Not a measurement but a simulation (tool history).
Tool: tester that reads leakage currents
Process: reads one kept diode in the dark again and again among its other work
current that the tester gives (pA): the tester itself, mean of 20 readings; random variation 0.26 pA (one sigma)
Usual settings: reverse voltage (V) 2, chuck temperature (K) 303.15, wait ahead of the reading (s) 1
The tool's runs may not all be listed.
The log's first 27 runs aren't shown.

| run | hour | reverse voltage (V) | chuck temperature (K) | wait ahead of the reading (s) | hours of work since the probe card was cleaned | hours of work since the tester was calibrated | hours of work since the chuck was calibrated | current that the tester gives (pA) |
|---|---|---|---|---|---|---|---|---|
| 28 | 1320.3 | 7.8 | 324.15 | 0.84 | 40 | 1012 | 586 | 539.37 |
| 29 | 1367 | 1.79 | 306.15 | 6.01 | 62 | 1034 | 609 | 98.43 |
| 30 | 1400.3 | 15.29 | 325.15 | 0.31 | 78 | 1050 | 625 | 722 |
| 31 | 1450.9 | 6.55 | 303.15 | 1 | 102 | 1074 | 649 | 120.04 |
| 32 | 1489.6 | 6.55 | 303.15 | 1 | 121 | 1093 | 668 | 120.23 |
| 33 | 1563 | 6.55 | 308.15 | 1.51 | 156 | 1128 | 703 | 171.53 |
| 34 | 1599.5 | 6.55 | 323.15 | 2.36 | 174 | 1146 | 720 | 473.24 |
| 35 | 1671.8 | 1.07 | 303.15 | 1 | 208 | 1180 | 755 | 65.84 |
| 36 | 1716.2 | 1.07 | 303.15 | 1 | 230 | 1202 | 776 | 65.25 |
| 37 | 1781.5 | 1.17 | 322.15 | 1.4 | 261 | 1233 | 808 | 252.23 |
| 38 | 1824.2 | 1.17 | 322.15 | 1.4 | 281 | 1254 | 828 | 251.56 |
| 39 | 1893 | 1.62 | 296.15 | 1 | 314 | 1287 | 861 | 44.22 |

4 ways to go on from here, each from the tool as it stands after run 39. What would each give?
| A | 1925.1 | 1.37 | 319.15 | 3.09 | 330 | 1302 | 877 | ? |
| B | 1925.1 | 9.04 | 318.15 | 1 | 330 | 1302 | 877 | ? |
| C | 1925.1 | 2.72 | 296.15 | 0.63 | 330 | 1302 | 877 | ? |
| D | 1925.1 | 5.31 | 314.15 | 1.73 | 330 | 1302 | 877 | ? |

| run | current that the tester gives (pA) |
|---|---|
| A | 217.17 |
| B | 375.58 |
| C | 52.67 |
| D | 240.25 |
Without the tool's hidden state the same runs would have given:
| run | current that the tester gives (pA) |
|---|---|
| A | 229.89 |
| B | 396.02 |
| C | 55.63 |
| D | 253.84 |
